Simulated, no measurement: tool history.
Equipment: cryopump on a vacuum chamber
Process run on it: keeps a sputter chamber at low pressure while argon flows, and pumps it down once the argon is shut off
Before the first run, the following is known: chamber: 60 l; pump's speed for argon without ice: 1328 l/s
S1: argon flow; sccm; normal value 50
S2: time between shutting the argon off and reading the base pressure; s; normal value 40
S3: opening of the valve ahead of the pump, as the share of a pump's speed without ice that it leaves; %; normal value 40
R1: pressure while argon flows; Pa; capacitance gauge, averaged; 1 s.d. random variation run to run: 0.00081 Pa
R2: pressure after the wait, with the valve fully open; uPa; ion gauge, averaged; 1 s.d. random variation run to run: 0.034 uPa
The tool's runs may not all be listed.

run   hour  S1   S2  S3      R1    R2
  1      0  50   40  40  0.1822  2.21
  2     19  50   40  40  0.1819  2.36
  3   55.7  50   40  40  0.1823  2.31
  4   84.7  50   40  40  0.1859  2.27
  5    102  50   40  40  0.1825  2.32
  6  117.8  50   40  40  0.1834  2.27
  7  152.1  50   40  40  0.1862  2.36
  8  170.7  50   40  40  0.1847  2.28
  9  186.1  50   40  40  0.1859  2.24
 10  208.1  50   40  17  0.4041  2.25
 11    224  46   40  40  0.1727  2.35
 12  249.2  50   40  40  0.1876  2.29
 13  284.7  50   40  40  0.1893  2.28
 14  306.1  50   40  40  0.1883  2.37
 15  340.2  50   40  40  0.1897  2.38
 16  370.1  50   40  40  0.1916  2.32
 17  388.5  50   40  40  0.1915  2.34
 18    409  51  160  15  0.4664  1.15
     437.9  -- pump warmed up, emptied and cooled again
 19  444.2  50   29  18  0.3559  2.77
 20  476.4  50   29  18  0.3529  2.72
 21  508.9  23  233  38  0.0781  0.77
 22  524.5  33  233  28  0.1522  0.76
 23  561.3  33  233  28  0.1521  0.79
 24  597.8  25   40  40  0.0797  2.23
 25  634.4  33   40  23  0.1853  2.21
 26  669.4  57  120  40  0.1876  1.11
 27  694.9  76   40  15  0.6543  2.18
 28  722.7  76   40  15  0.6536  2.19
 29  743.2  50   54  45  0.1469  1.81

What does the tool deliver on the next run?
 30  759.8  50  54  45   ?   ?

R1: 0.1466 Pa
R2: 1.71 uPa
Take away the tool's hidden state, keep the run-to-run variation as it was, and the same run would have given R1 0.1412 Pa, R2 1.4 uPa.
